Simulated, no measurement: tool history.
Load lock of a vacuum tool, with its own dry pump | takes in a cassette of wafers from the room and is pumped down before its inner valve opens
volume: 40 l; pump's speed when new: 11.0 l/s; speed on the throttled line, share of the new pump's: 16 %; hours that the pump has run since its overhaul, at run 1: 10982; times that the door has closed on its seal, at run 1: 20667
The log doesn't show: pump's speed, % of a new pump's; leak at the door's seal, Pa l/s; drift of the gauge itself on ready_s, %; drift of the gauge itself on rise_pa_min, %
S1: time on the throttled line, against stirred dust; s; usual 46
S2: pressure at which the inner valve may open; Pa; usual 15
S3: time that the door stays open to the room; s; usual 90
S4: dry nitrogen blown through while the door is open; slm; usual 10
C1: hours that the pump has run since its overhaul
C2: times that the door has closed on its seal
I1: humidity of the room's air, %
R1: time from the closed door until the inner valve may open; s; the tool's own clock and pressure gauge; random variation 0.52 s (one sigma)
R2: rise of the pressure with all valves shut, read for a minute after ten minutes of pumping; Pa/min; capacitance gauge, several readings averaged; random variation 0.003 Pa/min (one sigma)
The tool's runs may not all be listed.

Run 1, hour 0: usual settings; C1 10982; C2 20667; I1 46.1. Result: R1 70.5 s, R2 0.045 Pa/min.
Run 2, hour 111.7: usual settings; C1 11094; C2 21137; I1 44.3. Result: R1 71 s, R2 0.036 Pa/min.
Run 3, hour 225.7: usual settings but S1 86 s; C1 11208; C2 21616; I1 44. Result: R1 103.8 s, R2 0.046 Pa/min.
Run 4, hour 446: usual settings but S2 25 Pa; C1 11428; C2 22543; I1 46.1. Result: R1 68.4 s, R2 0.047 Pa/min.
Run 5, hour 558.3: usual settings but S2 25 Pa; C1 11540; C2 23015; I1 45.7. Result: R1 69.1 s, R2 0.047 Pa/min.
Run 6, hour 760.3: usual settings but S2 25 Pa; C1 11742; C2 23865; I1 47.9. Result: R1 69.3 s, R2 0.048 Pa/min.
Run 7, hour 1007.8: usual settings but S2 25 Pa; C1 11990; C2 24906; I1 44.9. Result: R1 68.7 s, R2 0.047 Pa/min.
Run 8, hour 1280.1: usual settings; C1 12262; C2 26052; I1 48. Result: R1 71.4 s, R2 0.048 Pa/min.
Run 9, hour 1533.9: usual settings but S4 8 slm; C1 12516; C2 27120; I1 47. Result: R1 70.4 s, R2 0.052 Pa/min.
Run 10, hour 1802: usual settings but S4 31 slm; C1 12784; C2 28247; I1 46.1. Result: R1 70.8 s, R2 0.03 Pa/min.
Run 11, hour 2030.7: usual settings but S2 11 Pa; C1 13013; C2 29210; I1 45.1. Result: R1 72.2 s, R2 0.043 Pa/min.
Run 12, hour 2289.1: usual settings but S1 44 s, S4 18 slm; C1 13271; C2 30297; I1 46.4. Result: R1 68.6 s, R2 0.038 Pa/min.
Run 13, hour 2481.7: usual settings but S1 32 s; C1 13464; C2 31107; I1 46.7. Result: R1 59.6 s, R2 0.047 Pa/min.
Run 14, hour 2658.8: usual settings but S2 11 Pa, S3 47 s, S4 7 slm; C1 13641; C2 31852; I1 46.3. Result: R1 72.8 s, R2 0.032 Pa/min.
Run 15, hour 2856.3: usual settings but S1 30 s, S2 23 Pa; C1 13838; C2 32683; I1 46.8. Result: R1 56 s, R2 0.047 Pa/min.
Run 16, hour 2990.3: usual settings but S1 52 s, S2 21 Pa, S3 52 s, S4 41 slm; C1 13972; C2 33246; I1 48.1. Result: R1 74.9 s, R2 0.017 Pa/min.
Run 17, hour 3133.4: usual settings but S1 27 s, S2 25 Pa, S3 114 s, S4 5 slm; C1 14116; C2 33848; I1 45. Result: R1 52.4 s, R2 0.059 Pa/min.

Forecast each of these 3 alternatives for the next run:
Run A, hour 3249.4: usual settings but S1 27 s, S2 19 Pa, S3 114 s, S4 39 slm; C1 14232; C2 34336; I1 45.2. Result: R1 ?, R2 ?.
Run B, hour 3249.4: usual settings but S1 66 s, S2 25 Pa, S3 84 s, S4 5 slm; C1 14232; C2 34336; I1 50.2. Result: R1 ?, R2 ?.
Run C, hour 3249.4: usual settings but S3 65 s, S4 28 slm; C1 14232; C2 34336; I1 43.3. Result: R1 ?, R2 ?.

run    R1     R2
  A    54   0.03
  B  84.5  0.053
  C  70.1  0.026
Without the tool's hidden state the same runs would have given:
run    R1     R2
  A    54   0.03
  B  84.5  0.052
  C    70  0.025
